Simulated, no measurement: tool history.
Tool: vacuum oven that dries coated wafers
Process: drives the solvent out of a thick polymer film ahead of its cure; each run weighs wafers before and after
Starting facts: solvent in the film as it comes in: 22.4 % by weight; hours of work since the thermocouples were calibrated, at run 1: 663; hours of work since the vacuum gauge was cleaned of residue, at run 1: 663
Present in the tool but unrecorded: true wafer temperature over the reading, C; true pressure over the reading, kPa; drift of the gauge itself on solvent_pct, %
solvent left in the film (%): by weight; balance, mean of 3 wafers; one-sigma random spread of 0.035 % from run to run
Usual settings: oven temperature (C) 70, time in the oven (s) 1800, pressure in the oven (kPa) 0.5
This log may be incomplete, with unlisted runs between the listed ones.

| run | day | oven temperature (C) | time in the oven (s) | pressure in the oven (kPa) | hours of work since the thermocouples were calibrated | hours of work since the vacuum gauge was cleaned of residue | solvent left in the film (%) |
|---|---|---|---|---|---|---|---|
| 1 | 0 | 70 | 1800 | 0.5 | 663 | 663 | 1.16 |
| 2 | 2.7 | 70 | 1800 | 0.5 | 692 | 692 | 1.19 |
| 3 | 4.167 | 70 | 1800 | 0.5 | 709 | 709 | 1.12 |
| 4 | 6.462 | 70 | 1680 | 0.5 | 734 | 734 | 1.32 |
| 5 | 9.471 | 70 | 1680 | 0.5 | 767 | 767 | 1.31 |
| 6 | 12.371 | 70 | 1680 | 0.5 | 799 | 799 | 1.33 |
| 7 | 14.929 | 83 | 1680 | 0.5 | 827 | 827 | 0.27 |
| 8 | 17.092 | 70 | 1800 | 0.5 | 851 | 851 | 1.16 |
| 9 | 18.792 | 70 | 1800 | 0.5 | 869 | 869 | 1.11 |
| 10 | 20.762 | 70 | 1800 | 0.5 | 891 | 891 | 1.14 |
| 11 | 22.412 | 70 | 1800 | 0.5 | 909 | 909 | 1.06 |
| 12 | 25.717 | 70 | 1800 | 0.5 | 946 | 946 | 1.13 |
| 13 | 28.05 | 70 | 1800 | 0.5 | 971 | 971 | 1.12 |
| 14 | 30.05 | 70 | 1800 | 0.5 | 993 | 993 | 1.16 |
| 15 | 32.567 | 70 | 1800 | 0.5 | 1021 | 1021 | 1.09 |
| 16 | 34.062 | 70 | 1800 | 0.5 | 1038 | 1038 | 1.12 |
| 17 | 35.417 | 70 | 1800 | 1.63 | 1052 | 1052 | 1.86 |
| 18 | 38.012 | 70 | 1800 | 0.5 | 1081 | 1081 | 1.13 |
| 19 | 40.692 | 70 | 1800 | 0.5 | 1110 | 1110 | 1.11 |
| 20 | 43.358 | 70 | 1800 | 0.635 | 1140 | 1140 | 1.14 |
| 21 | 45.475 | 70 | 1800 | 0.5 | 1163 | 1163 | 1.11 |
| 22 | 47.288 | 70 | 1800 | 0.5 | 1183 | 1183 | 1.1 |
| 23 | 50.188 | 70 | 1800 | 1.149 | 1215 | 1215 | 1.52 |
| 24 | 51.912 | 70 | 1800 | 1.149 | 1234 | 1234 | 1.52 |
| 25 | 55.054 | 71 | 1560 | 0.5 | 1268 | 1268 | 1.23 |
| 26 | 56.658 | 74 | 1740 | 0.5 | 1286 | 1286 | 0.69 |
|  | 56.888 | oven's thermocouples calibrated |
| 27 | 59.55 | 74 | 1740 | 0.5 | 29 | 1317 | 0.7 |
| 28 | 62.633 | 74 | 1740 | 0.5 | 63 | 1351 | 0.69 |
|  | 63.892 | oven's thermocouples calibrated, once more |
| 29 | 64.238 | 57 | 960 | 0.7 | 4 | 1368 | 9.81 |
| 30 | 65.871 | 57 | 960 | 0.7 | 22 | 1386 | 9.78 |
| 31 | 67.483 | 77 | 1200 | 0.5 | 39 | 1403 | 1.35 |
| 32 | 70.721 | 70 | 1260 | 0.719 | 75 | 1439 | 2.93 |
| 33 | 73.029 | 57 | 1980 | 0.719 | 101 | 1464 | 5.33 |
| 34 | 74.875 | 57 | 1200 | 0.597 | 121 | 1485 | 8.18 |
| 35 | 77.971 | 57 | 1440 | 0.332 | 155 | 1519 | 6.96 |
| 36 | 80.254 | 70 | 1140 | 0.5 | 180 | 1544 | 3.27 |
| 37 | 82.075 | 59 | 1740 | 0.581 | 200 | 1564 | 5.08 |
| 38 | 84.112 | 59 | 1740 | 0.581 | 222 | 1586 | 5.01 |
| 39 | 86.096 | 59 | 1740 | 0.581 | 244 | 1608 | 5.07 |
| 40 | 89.379 | 69 | 1740 | 0.581 | 280 | 1644 | 1.81 |
| 41 | 92.438 | 61 | 2640 | 0.581 | 314 | 1678 | 2.32 |
| 42 | 95.721 | 70 | 2400 | 0.509 | 350 | 1714 | 1.02 |
| 43 | 97.725 | 67 | 1260 | 0.509 | 372 | 1736 | 3.6 |
| 44 | 99.892 | 70 | 1800 | 1.069 | 396 | 1760 | 1.79 |
| 45 | 102.608 | 66 | 1020 | 1.069 | 426 | 1790 | 5.47 |
| 46 | 104.667 | 66 | 1020 | 1.069 | 449 | 1813 | 5.47 |
| 47 | 106.679 | 60 | 1800 | 1.863 | 471 | 1835 | 5.32 |

Forecast each of these 4 alternatives for the next run:
| A | 108.142 | 69 | 2220 | 1.901 | 487 | 1851 | ? |
| B | 108.142 | 65 | 1800 | 0.418 | 487 | 1851 | ? |
| C | 108.142 | 63 | 1800 | 1.233 | 487 | 1851 | ? |
| D | 108.142 | 70 | 1680 | 1.609 | 487 | 1851 | ? |

| run | solvent left in the film (%) |
|---|---|
| A | 1.96 |
| B | 2.5 |
| C | 3.7 |
| D | 2.26 |
What these runs would have given with no unlogged condition in the tool:
| run | solvent left in the film (%) |
|---|---|
| A | 1.71 |
| B | 2.3 |
| C | 3.51 |
| D | 2.07 |
